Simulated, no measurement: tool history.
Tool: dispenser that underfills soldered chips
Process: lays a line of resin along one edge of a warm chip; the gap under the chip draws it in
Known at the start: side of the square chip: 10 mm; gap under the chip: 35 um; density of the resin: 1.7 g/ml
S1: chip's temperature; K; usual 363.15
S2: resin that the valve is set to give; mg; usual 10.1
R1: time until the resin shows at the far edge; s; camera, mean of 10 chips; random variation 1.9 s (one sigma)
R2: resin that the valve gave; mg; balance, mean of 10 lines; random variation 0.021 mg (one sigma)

run	hour	S1	S2	R1	R2
1	0	363.15	10.1	216.1	9.85
# hour 3.7: new syringe of resin
2	5.2	363.15	10.1	185.3	9.82
3	7.8	363.15	10.1	198.8	9.83
4	10.7	363.15	10.1	213.8	9.77
5	13.9	363.15	10.1	236.3	9.82
# hour 14.5: new syringe of resin
6	18	363.15	10.1	195	9.76
7	22.3	363.15	10.9	218.6	10.52
# hour 25.5: new syringe of resin
8	27.5	363.15	10.2	187.4	9.84
9	32.3	363.15	12.6	204.9	12.13
10	34.8	363.15	10.1	227.8	9.7
# hour 36.5: new syringe of resin
11	38.8	363.15	10.1	195.4	9.69
12	42	363.15	10.1	211.4	9.66
13	44.6	363.15	10.1	222.1	9.67
# hour 47.5: new syringe of resin
14	48.3	363.15	10.1	184.3	9.63
15	51	363.15	10.1	199.9	9.66
16	54.3	348.15	10.1	383.6	9.64
17	57.3	362.15	10	236.9	9.53
# hour 58.3: new syringe of resin
18	60	362.15	10	195.4	9.48
19	65	357.15	9.3	269.9	8.83
# hour 66.5: dispensing valve cleaned and set on the balance
# hour 70.2: new syringe of resin
20	70.7	356.15	8.9	239.2	8.89
21	74	361.15	9.3	212.4	9.29
22	78.6	369.15	10.8	174.2	10.77
# hour 81: new syringe of resin
23	81.8	370.15	10	139.3	9.96
24	84.8	370.15	10	151	9.97
25	87.4	351.15	9	330.2	8.95
# hour 92: new syringe of resin
26	92.7	355.15	10	244.3	9.91
27	95.5	373.15	9.7	134.6	9.61
28	98.2	373.15	9.7	143.1	9.62
# hour 102.8: new syringe of resin
29	103.2	373.15	9.7	126.2	9.58
30	107.7	373.15	9.7	136.4	9.58
31	112.8	370.15	12.5	172.6	12.3
# hour 113.6: new syringe of resin
32	116.2	377.15	9.5	115.4	9.36

Hidden state or all else? Some run-to-run changes of R1, split into what the settings, what came in and random variation would give without the hidden state, and what is left for the hidden state (with any gauge scatter that isn't in both results):
The hidden state here: resin's viscosity, % of fresh resin's; dose that the valve gives, % of what is set; true chip temperature over the reading, C; drift of the gauge itself on fill_s, %; drift of the gauge itself on given_mg, %.
Run 15 -> 16: S1 363.15 -> 348.15. R1 +183.7 s: hidden state +40.6, all else +143.1.
Run 16 -> 17: S1 348.15 -> 362.15, S2 10.1 -> 10. R1 -146.7 s: hidden state -7, all else -139.7.
Run 17 -> 18: new syringe of resin. R1 -41.5 s: hidden state -47, all else +5.5.
Run 24 -> 25: S1 370.15 -> 351.15, S2 10 -> 9. R1 +179.2 s: hidden state +29.7, all else +149.5.
Run 25 -> 26: S1 351.15 -> 355.15, S2 9 -> 10, new syringe of resin. R1 -85.9 s: hidden state -44.7, all else -41.2.
